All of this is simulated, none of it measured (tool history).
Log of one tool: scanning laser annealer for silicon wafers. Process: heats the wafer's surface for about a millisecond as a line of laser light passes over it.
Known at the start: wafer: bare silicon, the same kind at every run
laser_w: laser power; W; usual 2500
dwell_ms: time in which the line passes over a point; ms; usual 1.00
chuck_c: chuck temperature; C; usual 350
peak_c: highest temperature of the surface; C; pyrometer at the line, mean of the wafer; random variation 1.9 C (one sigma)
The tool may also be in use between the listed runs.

Run 1, hour 0.0: usual settings. Result: peak_c 1101 C.
Run 2, hour 13.5: usual settings. Result: peak_c 1099 C.
Run 3, hour 28.4: usual settings. Result: peak_c 1094 C.
Run 4, hour 41.6: usual settings. Result: peak_c 1099 C.
Run 5, hour 53.4: usual settings but chuck_c 375 C. Result: peak_c 1118 C.
Run 6, hour 66.1: usual settings. Result: peak_c 1098 C.
Run 7, hour 75.2: usual settings. Result: peak_c 1093 C.
Run 8, hour 87.3: usual settings but laser_w 2339 W. Result: peak_c 1048 C.
Run 9, hour 100.9: usual settings but laser_w 2398 W, dwell_ms 1.01 ms, chuck_c 372 C. Result: peak_c 1095 C.
Run 10, hour 114.2: usual settings but laser_w 2398 W, dwell_ms 0.82 ms, chuck_c 372 C. Result: peak_c 1024 C.
Run 11, hour 129.2: usual settings but chuck_c 325 C. Result: peak_c 1065 C.
Run 12, hour 138.9: usual settings but chuck_c 325 C. Result: peak_c 1071 C.
Run 13, hour 155.0: usual settings but chuck_c 325 C. Result: peak_c 1067 C.
Run 14, hour 171.5: usual settings but dwell_ms 0.75 ms, chuck_c 371 C. Result: peak_c 1015 C.
Run 15, hour 184.6: usual settings but dwell_ms 0.75 ms, chuck_c 371 C. Result: peak_c 1022 C.
Run 16, hour 199.7: usual settings but laser_w 2320 W. Result: peak_c 1041 C.

5 ways to go on from here, each from the tool as it stands after run 16. What would each give?
Run A, hour 212.0: usual settings but laser_w 2435 W, dwell_ms 1.09 ms, chuck_c 379 C. Result: peak_c ?.
Run B, hour 212.0: usual settings but chuck_c 319 C. Result: peak_c ?.
Run C, hour 212.0: usual settings but laser_w 2306 W, chuck_c 311 C. Result: peak_c ?.
Run D, hour 212.0: usual settings but laser_w 2359 W, chuck_c 324 C. Result: peak_c ?.
Run E, hour 212.0: usual settings but laser_w 2385 W, dwell_ms 0.83 ms, chuck_c 379 C. Result: peak_c ?.

run  peak_c
  A    1134
  B    1059
  C     998
  D    1028
  E    1030
Without the tool's hidden state the same runs would have given:
run  peak_c
  A    1171
  B    1095
  C    1032
  D    1063
  E    1062

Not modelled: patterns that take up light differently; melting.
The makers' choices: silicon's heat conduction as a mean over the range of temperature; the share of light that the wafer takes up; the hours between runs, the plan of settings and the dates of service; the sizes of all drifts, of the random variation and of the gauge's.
